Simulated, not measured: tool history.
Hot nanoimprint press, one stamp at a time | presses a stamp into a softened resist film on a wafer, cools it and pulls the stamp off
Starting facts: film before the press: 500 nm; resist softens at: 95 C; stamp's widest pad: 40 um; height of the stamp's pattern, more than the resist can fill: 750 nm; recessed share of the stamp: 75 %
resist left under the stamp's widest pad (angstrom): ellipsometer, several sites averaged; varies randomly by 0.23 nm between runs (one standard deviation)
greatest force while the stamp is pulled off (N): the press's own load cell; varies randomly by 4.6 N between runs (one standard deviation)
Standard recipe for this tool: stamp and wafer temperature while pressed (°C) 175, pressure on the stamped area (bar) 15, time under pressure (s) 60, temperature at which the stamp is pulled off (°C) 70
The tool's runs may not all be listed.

run	day	stamp and wafer temperature while pressed (°C)	pressure on the stamped area (bar)	time under pressure (s)	temperature at which the stamp is pulled off (°C)	resist left under the stamp's widest pad (angstrom)	greatest force while the stamp is pulled off (N)
1	0	175	15	60	70	2175	227
2	0.671	175	15	60	70	2173	232
3	1.112	175	15	60	70	2173	231
4	1.542	175	15	53	70	2283	236
5	2.325	175	15	53	70	2281	234
6	2.871	175	15	53	70	2286	235
7	3.233	175	9	60	70	2646	231
8	3.633	175	9	60	70	2646	223
9	4.15	173	15	60	70	2347	221
10	4.704	175	15	60	55	2172	248
11	5.212	175	15	60	55	2169	247
# day 5.762: stamp cleaned and given a new release coat
12	5.85	185	15	60	70	1465	218
13	6.5	175	15	90	70	1833	238
14	7.083	175	15	60	70	2175	224
15	7.662	175	15	73	70	2005	219
16	8.038	166	15	53	70	3161	225

What will run 17 give?
17	8.367	175	21.1	60	55	?	?

resist left under the stamp's widest pad (angstrom): 1880
greatest force while the stamp is pulled off (N): 258
Without the tool's hidden state the same run would have given resist left under the stamp's widest pad (angstrom) 1880, greatest force while the stamp is pulled off (N) 258.
